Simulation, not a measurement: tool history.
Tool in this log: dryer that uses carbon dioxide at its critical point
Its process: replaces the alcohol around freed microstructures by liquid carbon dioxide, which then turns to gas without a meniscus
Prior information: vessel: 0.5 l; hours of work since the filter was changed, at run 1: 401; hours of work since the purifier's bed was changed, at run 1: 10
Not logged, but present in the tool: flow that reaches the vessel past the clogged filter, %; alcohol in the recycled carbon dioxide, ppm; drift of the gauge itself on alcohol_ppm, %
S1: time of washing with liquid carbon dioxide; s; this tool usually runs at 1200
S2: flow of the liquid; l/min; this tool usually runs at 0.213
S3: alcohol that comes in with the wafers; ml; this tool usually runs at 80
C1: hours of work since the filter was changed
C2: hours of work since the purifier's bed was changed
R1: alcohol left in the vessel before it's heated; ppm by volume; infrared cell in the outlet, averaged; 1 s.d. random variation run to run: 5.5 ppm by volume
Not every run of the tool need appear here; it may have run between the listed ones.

run,hour,S1,S2,S3,C1,C2,R1
1,0,1200,0.213,80,401,10,344
2,12.6,1200,0.213,80,404,14,355
3,35.7,1200,0.213,80,411,20,354
4,50.3,1200,0.213,80,416,25,368
5,63.5,1200,0.213,80,420,29,358
6,81.7,1200,0.213,80,425,34,363
7,108.6,1200,0.213,80,433,42,379
8,131.6,1200,0.213,80,440,49,379
9,158.9,1200,0.143,80,448,58,2612
10,173.5,1200,0.131,80,453,62,3610
11,191.8,1200,0.213,80,458,67,380
12,217.1,1200,0.213,80,466,75,392
13,247.2,1200,0.213,80,475,84,411
14,259.8,1200,0.213,80,479,88,418
15,287.9,1200,0.203,80,487,96,554
16,306.9,1800,0.213,60,493,102,29
17,320.1,1440,0.166,62,497,106,466
18,337.7,1200,0.213,54,502,111,297
19,364.6,1200,0.308,21,510,119,25
20,382.3,1620,0.162,32,516,125,162
21,410.4,1620,0.162,32,524,133,164
22,439.1,720,0.309,70,533,142,874
23,468.6,720,0.309,70,542,151,936
# hour 479.2: inlet filter changed
24,494.5,1500,0.184,53,5,158,76
25,517.3,1320,0.237,80,11,165,65
26,546.8,1020,0.187,80,20,174,915
27,570.8,1020,0.222,80,28,181,392
28,592.1,1020,0.261,36,34,188,84
29,619.7,1020,0.261,36,42,196,80
30,636.8,1020,0.261,36,47,201,86

Run by run, hidden condition taken away, random variation retained:
run,R1
1,150
2,150
3,150
4,156
5,148
6,145
7,154
8,151
9,1366
10,1978
11,139
12,144
13,152
14,151
15,208
16,6
17,176
18,104
19,6
20,57
21,54
22,330
23,351
24,56
25,44
26,837
27,339
28,58
29,51
30,56
